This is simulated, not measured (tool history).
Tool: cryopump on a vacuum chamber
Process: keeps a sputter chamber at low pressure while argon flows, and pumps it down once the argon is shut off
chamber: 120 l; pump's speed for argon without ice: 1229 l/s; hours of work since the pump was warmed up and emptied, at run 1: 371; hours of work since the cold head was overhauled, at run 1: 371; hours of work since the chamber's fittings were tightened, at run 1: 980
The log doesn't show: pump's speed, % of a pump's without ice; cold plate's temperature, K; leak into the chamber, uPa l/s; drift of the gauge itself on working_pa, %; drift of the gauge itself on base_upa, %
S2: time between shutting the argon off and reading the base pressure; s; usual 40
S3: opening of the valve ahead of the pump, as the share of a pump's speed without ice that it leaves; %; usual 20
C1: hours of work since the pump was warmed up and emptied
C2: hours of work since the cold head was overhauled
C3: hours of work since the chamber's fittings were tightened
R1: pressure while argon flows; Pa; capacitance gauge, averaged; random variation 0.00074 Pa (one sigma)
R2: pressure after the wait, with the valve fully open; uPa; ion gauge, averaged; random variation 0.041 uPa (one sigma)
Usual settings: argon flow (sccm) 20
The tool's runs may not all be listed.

run 1 hour=0.0 | argon_flow_(sccm)=20 S2=40 S3=20 | C1=371 C2=371 C3=980 | R1=0.1477 R2=2.78
run 2 hour=26.5 | argon_flow_(sccm)=20 S2=40 S3=20 | C1=393 C2=393 C3=1002 | R1=0.1505 R2=2.84
-- hour=36.6 pump warmed up, emptied and cooled again
run 3 hour=53.9 | argon_flow_(sccm)=20 S2=40 S3=20 | C1=14 C2=412 C3=1021 | R1=0.1359 R2=2.62
run 4 hour=68.6 | argon_flow_(sccm)=20 S2=40 S3=20 | C1=27 C2=424 C3=1033 | R1=0.1386 R2=2.62
run 5 hour=85.6 | argon_flow_(sccm)=20 S2=40 S3=20 | C1=41 C2=439 C3=1048 | R1=0.1386 R2=2.67
run 6 hour=99.7 | argon_flow_(sccm)=20 S2=40 S3=20 | C1=53 C2=450 C3=1059 | R1=0.1383 R2=2.65
run 7 hour=127.4 | argon_flow_(sccm)=20 S2=40 S3=20 | C1=76 C2=474 C3=1083 | R1=0.1387 R2=2.77
run 8 hour=148.0 | argon_flow_(sccm)=37 S2=40 S3=20 | C1=93 C2=491 C3=1100 | R1=0.2580 R2=2.72
run 9 hour=160.9 | argon_flow_(sccm)=20 S2=40 S3=51 | C1=104 C2=502 C3=1111 | R1=0.0570 R2=2.72
run 10 hour=182.3 | argon_flow_(sccm)=20 S2=40 S3=51 | C1=122 C2=520 C3=1129 | R1=0.0573 R2=2.66
run 11 hour=199.1 | argon_flow_(sccm)=19 S2=40 S3=20 | C1=136 C2=534 C3=1143 | R1=0.1348 R2=2.66
run 12 hour=225.9 | argon_flow_(sccm)=19 S2=40 S3=20 | C1=159 C2=556 C3=1165 | R1=0.1356 R2=2.73
run 13 hour=253.1 | argon_flow_(sccm)=38 S2=91 S3=20 | C1=181 C2=579 C3=1188 | R1=0.2711 R2=1.58
run 14 hour=279.6 | argon_flow_(sccm)=38 S2=91 S3=23 | C1=204 C2=601 C3=1210 | R1=0.2380 R2=1.61
run 15 hour=309.7 | argon_flow_(sccm)=20 S2=75 S3=23 | C1=229 C2=626 C3=1235 | R1=0.1252 R2=1.87
run 16 hour=338.6 | argon_flow_(sccm)=20 S2=75 S3=23 | C1=253 C2=651 C3=1259 | R1=0.1276 R2=1.88
run 17 hour=353.0 | argon_flow_(sccm)=20 S2=41 S3=36 | C1=265 C2=663 C3=1272 | R1=0.0841 R2=2.89
run 18 hour=367.6 | argon_flow_(sccm)=16 S2=41 S3=28 | C1=277 C2=675 C3=1284 | R1=0.0850 R2=2.86
run 19 hour=381.0 | argon_flow_(sccm)=16 S2=41 S3=28 | C1=288 C2=686 C3=1295 | R1=0.0864 R2=2.83
run 20 hour=409.6 | argon_flow_(sccm)=16 S2=41 S3=28 | C1=312 C2=710 C3=1319 | R1=0.0849 R2=2.89
run 21 hour=435.7 | argon_flow_(sccm)=37 S2=31 S3=35 | C1=334 C2=732 C3=1341 | R1=0.1635 R2=3.49
run 22 hour=455.1 | argon_flow_(sccm)=12 S2=97 S3=26 | C1=350 C2=748 C3=1357 | R1=0.0700 R2=1.67
run 23 hour=475.3 | argon_flow_(sccm)=17 S2=23 S3=20 | C1=367 C2=765 C3=1374 | R1=0.1271 R2=4.50
run 24 hour=503.4 | argon_flow_(sccm)=10 S2=299 S3=30 | C1=391 C2=789 C3=1397 | R1=0.0521 R2=1.18

4 ways to go on from here, each from the tool as it stands after run 24. What would each give?
-- hour=518.3 pump warmed up, emptied and cooled again
run A hour=538.8 | argon_flow_(sccm)=10 S2=299 S3=16 | C1=17 C2=814 C3=1423 | R1=? R2=?
-- hour=518.3 pump warmed up, emptied and cooled again
run B hour=538.8 | argon_flow_(sccm)=23 S2=242 S3=28 | C1=17 C2=814 C3=1423 | R1=? R2=?
-- hour=518.3 pump warmed up, emptied and cooled again
run C hour=538.8 | argon_flow_(sccm)=23 S2=40 S3=42 | C1=17 C2=814 C3=1423 | R1=? R2=?
-- hour=518.3 pump warmed up, emptied and cooled again
run D hour=538.8 | argon_flow_(sccm)=11 S2=299 S3=30 | C1=17 C2=814 C3=1423 | R1=? R2=?

run=A R1=0.0860 R2=0.90
run=B R1=0.1127 R2=0.96
run=C R1=0.0761 R2=2.76
run=D R1=0.0513 R2=0.90
Without the tool's hidden state the same runs would have given:
run=A R1=0.0854 R2=0.50
run=B R1=0.1115 R2=0.56
run=C R1=0.0748 R2=2.36
run=D R1=0.0507 R2=0.50

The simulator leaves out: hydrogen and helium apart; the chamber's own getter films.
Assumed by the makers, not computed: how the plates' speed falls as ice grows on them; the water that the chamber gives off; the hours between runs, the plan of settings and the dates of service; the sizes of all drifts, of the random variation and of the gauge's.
